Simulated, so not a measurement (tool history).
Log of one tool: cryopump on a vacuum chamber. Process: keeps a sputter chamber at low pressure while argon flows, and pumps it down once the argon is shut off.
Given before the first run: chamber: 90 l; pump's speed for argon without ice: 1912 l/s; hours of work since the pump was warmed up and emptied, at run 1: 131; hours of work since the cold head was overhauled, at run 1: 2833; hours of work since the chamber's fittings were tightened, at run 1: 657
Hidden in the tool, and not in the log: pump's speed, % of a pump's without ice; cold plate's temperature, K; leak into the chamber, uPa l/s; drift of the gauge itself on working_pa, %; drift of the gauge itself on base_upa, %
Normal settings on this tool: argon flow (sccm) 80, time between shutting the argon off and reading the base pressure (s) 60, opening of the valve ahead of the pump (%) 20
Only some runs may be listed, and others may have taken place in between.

run	hour	argon flow (sccm)	time between shutting the argon off and reading the base pressure (s)	opening of the valve ahead of the pump (%)	hours of work since the pump was warmed up and emptied	hours of work since the cold head was overhauled	hours of work since the chamber's fittings were tightened	pressure while argon flows (Pa)	pressure after the wait (uPa)
1	0	80	60	20	131	2833	657	0.3614	1.2
2	98.1	80	60	20	202	2904	728	0.364	1.28
3	158.2	80	60	20	245	2947	771	0.3705	1.31
4	225.2	80	60	20	293	2996	819	0.3728	1.32
5	272.1	80	60	20	327	3029	853	0.3777	1.4
6	319.9	80	60	20	361	3064	888	0.3785	1.45
7	390	80	60	20	412	3114	938	0.3839	1.49
8	447.4	80	60	20	453	3156	979	0.3881	1.62
# hour 511.7: pump warmed up, emptied and cooled again
9	557.5	80	60	20	33	3232	1055	0.3584	1.38
10	638.8	80	60	20	92	3290	1114	0.3628	1.4
11	715.6	80	60	20	147	3346	1169	0.3666	1.47
12	784.6	80	60	17	197	3395	1219	0.4294	1.55
13	846.7	80	60	17	242	3440	1264	0.4313	1.55
14	895.8	152	60	20	277	3476	1299	0.7054	1.72
15	968.6	152	152	20	329	3528	1352	0.7217	1.28
16	1020.8	152	152	20	367	3566	1389	0.7283	1.39
17	1096.4	152	152	20	422	3620	1444	0.7394	1.46
18	1145.6	152	152	20	457	3656	1479	0.7426	1.55
# hour 1204.9: pump warmed up, emptied and cooled again
19	1206.1	39	25	56	1	3696	1519	0.0635	2.55
20	1272.7	39	25	56	49	3744	1567	0.0646	2.63
21	1320	39	25	56	83	3778	1601	0.0648	2.61
22	1401.8	80	60	57	142	3837	1660	0.1346	1.69
23	1492.5	80	60	57	207	3902	1726	0.1394	1.79
24	1562.9	91	60	20	258	3953	1777	0.42	1.9
25	1632.9	54	121	19	309	4003	1827	0.2666	1.61
26	1702.7	54	121	19	359	4054	1877	0.2713	1.71
27	1750.5	80	32	50	393	4088	1912	0.1708	2.71
28	1839.2	80	32	50	457	4152	1976	0.177	2.84
# hour 1902: pump warmed up, emptied and cooled again
29	1930.6	80	32	50	21	4214	2038	0.1452	2.43
30	2024.3	80	32	50	88	4282	2106	0.1492	2.57
31	2080.1	47	37	30	128	4322	2146	0.1435	2.34
32	2174.2	47	37	30	196	4390	2214	0.1465	2.53
33	2226.5	33	216	20	234	4428	2251	0.1524	1.64
34	2288.8	33	216	20	279	4473	2296	0.1551	1.67
35	2353.6	33	216	20	326	4519	2343	0.1568	1.78

Predict each of these 3 candidate next runs independently; none follows another, all start after run 35:
A	2434.8	146	49	20	384	4578	2402	?	?
B	2434.8	129	98	49	384	4578	2402	?	?
C	2434.8	97	68	37	384	4578	2402	?	?

run	pressure while argon flows (Pa)	pressure after the wait (uPa)
A	0.7021	2.63
B	0.2771	2.1
C	0.2644	2.34
Without the tool's hidden state the same runs would have given:
run	pressure while argon flows (Pa)	pressure after the wait (uPa)
A	0.6501	1.07
B	0.2316	0.59
C	0.2303	0.81

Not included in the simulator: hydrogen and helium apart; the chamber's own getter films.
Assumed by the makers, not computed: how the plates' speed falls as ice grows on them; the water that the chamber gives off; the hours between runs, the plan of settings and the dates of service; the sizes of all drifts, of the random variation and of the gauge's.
